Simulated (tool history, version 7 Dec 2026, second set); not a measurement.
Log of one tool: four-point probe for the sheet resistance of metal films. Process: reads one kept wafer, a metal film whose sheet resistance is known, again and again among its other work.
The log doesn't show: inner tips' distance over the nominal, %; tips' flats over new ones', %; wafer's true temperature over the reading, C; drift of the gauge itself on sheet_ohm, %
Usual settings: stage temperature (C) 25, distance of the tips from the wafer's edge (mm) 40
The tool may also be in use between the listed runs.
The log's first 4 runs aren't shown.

run	hour	stage temperature (C)	distance of the tips from the wafer's edge (mm)	touches since the probe head was changed	hours of work since the stage's thermometer was calibrated	sheet resistance as the instrument gives it (ohm/square)
5	61.4	25	12	12287	464	0.225891
6	76.5	25	65	12625	475	0.225109
7	93.6	25	15	13003	486	0.225586
8	103.8	25	15	13231	494	0.225485
9	121.8	19	40	13630	506	0.224654
10	134.2	25	40	13908	515	0.225103
11	143.4	25	40	14111	521	0.225124
12	158.2	25	40	14441	532	0.225096
13	173.8	25	40	14789	543	0.225145
14	190.1	25	8	15151	554	0.226992
15	198.5	25	37	15337	560	0.225159
16	210	25	37	15592	568	0.225115
17	218.3	29	37	15777	574	0.225384
18	231.2	32	37	16065	583	0.225615
19	243.2	29	48	16331	592	0.225425
20	263.3	27	28	16778	606	0.225338
21	276.4	19	36	17071	615	0.2247
22	284.7	19	36	17255	621	0.224597
23	300.2	23	42	17599	632	0.225018
24	313.1	35	13	17886	641	0.226518
25	328.3	35	13	18225	651	0.226578

Run 26 comes next. What will it give?
26	344.4	35	13	18583	663	?

sheet resistance as the instrument gives it (ohm/square): 0.226484
Without the tool's hidden state the same run would have given sheet resistance as the instrument gives it (ohm/square) 0.224932.
